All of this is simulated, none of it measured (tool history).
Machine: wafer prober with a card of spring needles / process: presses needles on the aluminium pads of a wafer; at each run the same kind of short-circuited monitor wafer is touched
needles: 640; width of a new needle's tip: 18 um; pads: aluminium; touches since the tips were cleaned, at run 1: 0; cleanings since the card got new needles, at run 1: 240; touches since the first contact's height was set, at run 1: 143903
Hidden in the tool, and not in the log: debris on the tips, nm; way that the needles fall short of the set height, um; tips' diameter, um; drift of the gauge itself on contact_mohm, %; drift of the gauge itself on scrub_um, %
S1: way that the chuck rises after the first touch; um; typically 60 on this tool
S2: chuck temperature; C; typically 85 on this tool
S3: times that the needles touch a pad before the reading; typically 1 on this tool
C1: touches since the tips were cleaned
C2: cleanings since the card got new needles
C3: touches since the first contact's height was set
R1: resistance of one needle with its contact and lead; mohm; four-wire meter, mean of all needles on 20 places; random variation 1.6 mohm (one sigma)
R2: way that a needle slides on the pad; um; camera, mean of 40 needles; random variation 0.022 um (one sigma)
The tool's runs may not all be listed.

run    hour  S1   S2  S3    C1   C2      C3   R1     R2
  1     0.0  60   85   1     0  240  143903  185   9.53
        7.6  -- tips cleaned on abrasive film
       17.0  -- tips cleaned on abrasive film
       21.0  -- height of the first contact set anew
       24.9  -- tips cleaned on abrasive film
       34.3  -- tips cleaned on abrasive film
  2    39.2  60   85   1  2471  244    9108  397   9.89
       43.0  -- tips cleaned on abrasive film
       50.6  -- tips cleaned on abrasive film
       60.0  -- tips cleaned on abrasive film
       69.4  -- tips cleaned on abrasive film
       78.9  -- tips cleaned on abrasive film
       86.4  -- tips cleaned on abrasive film
       95.9  -- tips cleaned on abrasive film
  3   103.3  60   85   1  3752  251   41302  445   9.81
      105.2  -- tips cleaned on abrasive film
      114.7  -- tips cleaned on abrasive film
      122.2  -- tips cleaned on abrasive film
      131.7  -- tips cleaned on abrasive film
  4   135.0  60   85   1  1719  255   57243  375   9.74
      140.7  -- tips cleaned on abrasive film
      148.3  -- tips cleaned on abrasive film
      155.9  -- tips cleaned on abrasive film
      163.5  -- tips cleaned on abrasive film
  5   166.5  60   85   1  1537  259   73002  351   9.68
      172.2  -- tips cleaned on abrasive film
      179.7  -- tips cleaned on abrasive film
      189.2  -- tips cleaned on abrasive film
      198.6  -- tips cleaned on abrasive film
      208.1  -- tips cleaned on abrasive film
      217.5  -- tips cleaned on abrasive film
      226.9  -- tips cleaned on abrasive film
  6   231.7  60   85   1  2423  266  105765  434   9.62
      235.5  -- tips cleaned on abrasive film
      243.1  -- tips cleaned on abrasive film
      252.5  -- tips cleaned on abrasive film
      260.1  -- tips cleaned on abrasive film
      269.5  -- tips cleaned on abrasive film
      277.1  -- tips cleaned on abrasive film
  7   281.1  60   85   1  2038  272  130559  389   9.54
      285.0  -- tips cleaned on abrasive film
      294.4  -- tips cleaned on abrasive film
      306.4  -- card fitted with new needles
      314.0  -- tips cleaned on abrasive film
      323.4  -- tips cleaned on abrasive film
      332.8  -- tips cleaned on abrasive film
      340.4  -- tips cleaned on abrasive film
  8   346.3  60   85   1  3001    4   20068  310   9.86
      348.3  -- tips cleaned on abrasive film
      357.7  -- tips cleaned on abrasive film
      367.1  -- tips cleaned on abrasive film
      376.6  -- tips cleaned on abrasive film
      384.2  -- tips cleaned on abrasive film
      393.4  -- tips cleaned on abrasive film
  9   393.4  60   85   1     0   10   43700  170   9.79
      402.9  -- tips cleaned on abrasive film
      410.4  -- tips cleaned on abrasive film
      419.9  -- tips cleaned on abrasive film
      427.4  -- tips cleaned on abrasive film
      436.9  -- tips cleaned on abrasive film
      444.4  -- tips cleaned on abrasive film
      453.1  -- tips cleaned on abrasive film
 10   453.1  60   85   1     0   17   73643  162   9.70
      460.7  -- tips cleaned on abrasive film
      468.2  -- tips cleaned on abrasive film
      475.8  -- tips cleaned on abrasive film
      485.1  -- tips cleaned on abrasive film
 11   485.1  60   85   1     0   21   89668  165   9.66
      492.6  -- tips cleaned on abrasive film
      502.1  -- tips cleaned on abrasive film
      511.5  -- tips cleaned on abrasive film
      520.9  -- tips cleaned on abrasive film
      530.4  -- tips cleaned on abrasive film
      537.9  -- tips cleaned on abrasive film
 12   545.3  60   85   1  3762   27  119978  343   9.59
      547.3  -- tips cleaned on abrasive film
      554.9  -- tips cleaned on abrasive film
      564.3  -- tips cleaned on abrasive film
      571.9  -- tips cleaned on abrasive film
      581.3  -- tips cleaned on abrasive film
      590.7  -- tips cleaned on abrasive film
      598.3  -- tips cleaned on abrasive film
      605.9  -- tips cleaned on abrasive film
 13   605.9  63   37   1     0   35  150344  158   9.99
      613.7  -- height of the first contact set anew
      615.7  -- tips cleaned on abrasive film
      623.2  -- tips cleaned on abrasive film
      632.7  -- tips cleaned on abrasive film
      642.1  -- tips cleaned on abrasive film
      651.5  -- tips cleaned on abrasive film
      659.1  -- tips cleaned on abrasive film
      668.5  -- tips cleaned on abrasive film
      678.0  -- tips cleaned on abrasive film
 14   678.4  61   95   3   202   43   32438  168   9.98
      685.9  -- tips cleaned on abrasive film
      695.4  -- tips cleaned on abrasive film
      704.8  -- tips cleaned on abrasive film
      714.2  -- tips cleaned on abrasive film
      721.8  -- tips cleaned on abrasive film
 15   724.9  43   85   1  1589   48   55832  413   6.94
      730.6  -- tips cleaned on abrasive film
      738.2  -- tips cleaned on abrasive film
      745.8  -- tips cleaned on abrasive film
      755.2  -- tips cleaned on abrasive film
 16   757.1  43   85   1   952   52   71954  350   6.88
      764.6  -- tips cleaned on abrasive film
      772.1  -- tips cleaned on abrasive film
      779.7  -- tips cleaned on abrasive film
      789.1  -- tips cleaned on abrasive film
      798.6  -- tips cleaned on abrasive film
      806.1  -- tips cleaned on abrasive film
 17   810.4  68   85   1  2156   58   98720  281  10.95
      814.2  -- tips cleaned on abrasive film
      823.6  -- tips cleaned on abrasive film
      833.1  -- tips cleaned on abrasive film
      842.5  -- tips cleaned on abrasive film
      852.0  -- tips cleaned on abrasive film
      859.5  -- tips cleaned on abrasive film
      867.1  -- tips cleaned on abrasive film
 18   872.2  51   85   1  2584   65  129749  388   8.03
      876.0  -- tips cleaned on abrasive film
      885.4  -- tips cleaned on abrasive film
      894.9  -- tips cleaned on abrasive film
      902.4  -- tips cleaned on abrasive film
      911.8  -- tips cleaned on abrasive film
 19   911.8  60   99   2     0   70  149634  171   9.55
      919.4  -- tips cleaned on abrasive film
      921.6  -- height of the first contact set anew
      929.1  -- tips cleaned on abrasive film
      936.7  -- tips cleaned on abrasive film
      946.1  -- tips cleaned on abrasive film
      955.6  -- tips cleaned on abrasive film
      963.1  -- tips cleaned on abrasive film
      970.7  -- tips cleaned on abrasive film
 20   972.3  71  124   1   791   77   25443  213  11.66
      979.8  -- tips cleaned on abrasive film
      989.3  -- tips cleaned on abrasive film
      998.7  -- tips cleaned on abrasive film
     1008.1  -- tips cleaned on abrasive film
     1017.6  -- tips cleaned on abrasive film
 21  1017.8  54   52   1   118   82   48316  187   8.76
     1025.4  -- tips cleaned on abrasive film
     1034.8  -- tips cleaned on abrasive film
     1044.2  -- tips cleaned on abrasive film
 22  1049.8  75   34   1  2819   85   64409  275  12.23

3 ways to go on from here, each from the tool as it stands after run 22. What would each give?
     1053.6  -- tips cleaned on abrasive film
     1061.2  -- tips cleaned on abrasive film
     1070.6  -- tips cleaned on abrasive film
     1080.1  -- tips cleaned on abrasive film
  A  1084.0  48   27   1  2006  89  81585   ?   ?
     1053.6  -- tips cleaned on abrasive film
     1061.2  -- tips cleaned on abrasive film
     1070.6  -- tips cleaned on abrasive film
     1080.1  -- tips cleaned on abrasive film
  B  1084.0  49   63   1  2006  89  81585   ?   ?
     1053.6  -- tips cleaned on abrasive film
     1061.2  -- tips cleaned on abrasive film
     1070.6  -- tips cleaned on abrasive film
     1080.1  -- tips cleaned on abrasive film
  C  1084.0  60  110   2  2006  89  81585   ?   ?

run   R1    R2
  A  390  7.71
  B  373  7.89
  C  238  9.68
Take away the tool's hidden state, keep each run's random variation, and the runs would have read:
run   R1    R2
  A  146  7.89
  B  153  8.07
  C  154  9.86

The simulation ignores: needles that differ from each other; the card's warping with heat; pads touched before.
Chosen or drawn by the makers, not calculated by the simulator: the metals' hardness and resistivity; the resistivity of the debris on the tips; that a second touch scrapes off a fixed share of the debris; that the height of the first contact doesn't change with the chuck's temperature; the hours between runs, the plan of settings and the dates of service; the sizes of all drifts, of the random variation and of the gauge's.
